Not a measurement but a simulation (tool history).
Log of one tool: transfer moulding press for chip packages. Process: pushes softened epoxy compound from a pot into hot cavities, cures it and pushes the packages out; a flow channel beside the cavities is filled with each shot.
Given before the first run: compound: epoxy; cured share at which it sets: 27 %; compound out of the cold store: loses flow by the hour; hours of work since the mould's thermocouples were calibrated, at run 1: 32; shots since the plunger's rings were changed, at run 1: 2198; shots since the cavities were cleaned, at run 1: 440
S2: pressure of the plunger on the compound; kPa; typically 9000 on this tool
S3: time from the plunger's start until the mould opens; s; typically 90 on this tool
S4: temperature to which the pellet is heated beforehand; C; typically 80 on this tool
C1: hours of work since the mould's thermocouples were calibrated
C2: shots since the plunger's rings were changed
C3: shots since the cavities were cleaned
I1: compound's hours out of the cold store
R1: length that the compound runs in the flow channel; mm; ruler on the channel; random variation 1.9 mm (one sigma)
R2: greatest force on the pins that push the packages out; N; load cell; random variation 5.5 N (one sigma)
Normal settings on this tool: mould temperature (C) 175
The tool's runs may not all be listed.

{"run": 1, "hour": 0.0, "mould temperature (C)": 175, "S2": 9000, "S3": 90, "S4": 80, "C1": 32, "C2": 2198, "C3": 440, "I1": 29.7, "R1": 910, "R2": 288}
{"hour": 27.4, "done": "cavities cleaned with cleaning compound and waxed"}
{"run": 2, "hour": 60.6, "mould temperature (C)": 175, "S2": 9000, "S3": 90, "S4": 80, "C1": 63, "C2": 2791, "C3": 333, "I1": 39.7, "R1": 853, "R2": 252}
{"hour": 92.7, "done": "plunger's sealing rings changed"}
{"hour": 103.0, "done": "cavities cleaned with cleaning compound and waxed"}
{"run": 3, "hour": 136.8, "mould temperature (C)": 175, "S2": 9000, "S3": 90, "S4": 80, "C1": 101, "C2": 428, "C3": 339, "I1": 26.2, "R1": 936, "R2": 259}
{"hour": 176.2, "done": "cavities cleaned with cleaning compound and waxed"}
{"run": 4, "hour": 186.1, "mould temperature (C)": 175, "S2": 9000, "S3": 90, "S4": 80, "C1": 126, "C2": 908, "C3": 99, "I1": 43.2, "R1": 843, "R2": 202}
{"run": 5, "hour": 218.7, "mould temperature (C)": 175, "S2": 9000, "S3": 127, "S4": 80, "C1": 143, "C2": 1236, "C3": 427, "I1": 36.6, "R1": 877, "R2": 226}
{"hour": 247.8, "done": "cavities cleaned with cleaning compound and waxed"}
{"run": 6, "hour": 274.3, "mould temperature (C)": 175, "S2": 9000, "S3": 127, "S4": 80, "C1": 171, "C2": 1779, "C3": 266, "I1": 24.6, "R1": 938, "R2": 212}
{"hour": 319.2, "done": "cavities cleaned with cleaning compound and waxed"}
{"run": 7, "hour": 319.2, "mould temperature (C)": 175, "S2": 9000, "S3": 90, "S4": 80, "C1": 194, "C2": 2215, "C3": 0, "I1": 39.4, "R1": 855, "R2": 195}
{"hour": 389.4, "done": "cavities cleaned with cleaning compound and waxed"}
{"run": 8, "hour": 396.7, "mould temperature (C)": 180, "S2": 9000, "S3": 90, "S4": 80, "C1": 234, "C2": 2979, "C3": 74, "I1": 10.5, "R1": 1000, "R2": 166}
{"hour": 409.7, "done": "plunger's sealing rings changed"}
{"run": 9, "hour": 451.1, "mould temperature (C)": 175, "S2": 8120, "S3": 90, "S4": 80, "C1": 261, "C2": 416, "C3": 595, "I1": 33.5, "R1": 852, "R2": 274}
{"hour": 465.2, "done": "cavities cleaned with cleaning compound and waxed"}
{"run": 10, "hour": 494.4, "mould temperature (C)": 175, "S2": 8120, "S3": 90, "S4": 80, "C1": 283, "C2": 836, "C3": 293, "I1": 10.3, "R1": 980, "R2": 247}
{"hour": 538.9, "done": "cavities cleaned with cleaning compound and waxed"}
{"run": 11, "hour": 541.6, "mould temperature (C)": 175, "S2": 8120, "S3": 90, "S4": 80, "C1": 307, "C2": 1295, "C3": 27, "I1": 25.4, "R1": 888, "R2": 194}
{"run": 12, "hour": 595.6, "mould temperature (C)": 175, "S2": 8120, "S3": 90, "S4": 80, "C1": 335, "C2": 1838, "C3": 570, "I1": 15.5, "R1": 940, "R2": 296}
{"hour": 611.7, "done": "cavities cleaned with cleaning compound and waxed"}
{"run": 13, "hour": 652.3, "mould temperature (C)": 176, "S2": 9000, "S3": 90, "S4": 78, "C1": 364, "C2": 2392, "C3": 408, "I1": 21.6, "R1": 947, "R2": 268}
{"hour": 681.9, "done": "cavities cleaned with cleaning compound and waxed"}
{"run": 14, "hour": 704.3, "mould temperature (C)": 176, "S2": 9000, "S3": 90, "S4": 78, "C1": 390, "C2": 2900, "C3": 226, "I1": 26, "R1": 919, "R2": 232}
{"hour": 724.1, "done": "plunger's sealing rings changed"}
{"hour": 744.4, "done": "mould's thermocouples calibrated"}
{"hour": 760.4, "done": "cavities cleaned with cleaning compound and waxed"}
{"run": 15, "hour": 760.4, "mould temperature (C)": 177, "S2": 9000, "S3": 90, "S4": 83, "C1": 8, "C2": 329, "C3": 0, "I1": 32.3, "R1": 896, "R2": 170}
{"run": 16, "hour": 819.4, "mould temperature (C)": 177, "S2": 9000, "S3": 90, "S4": 83, "C1": 38, "C2": 921, "C3": 592, "I1": 18.8, "R1": 969, "R2": 273}
{"hour": 834.1, "done": "cavities cleaned with cleaning compound and waxed"}
{"run": 17, "hour": 861.8, "mould temperature (C)": 175, "S2": 7440, "S3": 90, "S4": 72, "C1": 60, "C2": 1332, "C3": 278, "I1": 27.1, "R1": 845, "R2": 252}
{"run": 18, "hour": 898.1, "mould temperature (C)": 175, "S2": 7440, "S3": 90, "S4": 72, "C1": 79, "C2": 1697, "C3": 643, "I1": 9.8, "R1": 937, "R2": 318}
{"hour": 905.1, "done": "cavities cleaned with cleaning compound and waxed"}
{"run": 19, "hour": 943.3, "mould temperature (C)": 175, "S2": 7440, "S3": 107, "S4": 72, "C1": 102, "C2": 2135, "C3": 383, "I1": 46.9, "R1": 741, "R2": 236}
{"hour": 978.9, "done": "cavities cleaned with cleaning compound and waxed"}
{"run": 20, "hour": 986.7, "mould temperature (C)": 172, "S2": 9000, "S3": 90, "S4": 80, "C1": 124, "C2": 2557, "C3": 78, "I1": 44.3, "R1": 836, "R2": 237}
{"hour": 1041.2, "done": "plunger's sealing rings changed"}
{"hour": 1052.1, "done": "cavities cleaned with cleaning compound and waxed"}
{"run": 21, "hour": 1052.1, "mould temperature (C)": 172, "S2": 8680, "S3": 90, "S4": 85, "C1": 156, "C2": 94, "C3": 0, "I1": 22.2, "R1": 952, "R2": 215}
{"run": 22, "hour": 1100.1, "mould temperature (C)": 172, "S2": 9070, "S3": 90, "S4": 85, "C1": 181, "C2": 576, "C3": 482, "I1": 16.4, "R1": 1008, "R2": 336}

Below, each run's measurement less what the same run would have read without the hidden state. Both values contain the same run-to-run variation, but the gauge's scatter may not be the same in both:
Hidden state at play: true mould temperature over the reading, C; pressure that reaches the compound, % of what is set; grip of the stained cavities, % over clean ones'; drift of the gauge itself on flow_mm, %; drift of the gauge itself on push_out_n, %.
run=1 R1=-13 R2=+102
run=2 R1=-15 R2=+72
run=3 R1=-3 R2=+79
run=4 R1=-5 R2=+26
run=5 R1=-7 R2=+77
run=6 R1=-11 R2=+54
run=7 R1=-13 R2=+8
run=8 R1=-20 R2=+16
run=9 R1=-5 R2=+98
run=10 R1=-9 R2=+67
run=11 R1=-10 R2=+9
run=12 R1=-14 R2=+109
run=13 R1=-17 R2=+85
run=14 R1=-20 R2=+50
run=15 R1=-4 R2=+1
run=16 R1=-8 R2=+103
run=17 R1=-9 R2=+68
run=18 R1=-12 R2=+120
run=19 R1=-13 R2=+77
run=20 R1=-16 R2=+28
run=21 R1=-5 R2=+5
run=22 R1=-8 R2=+116
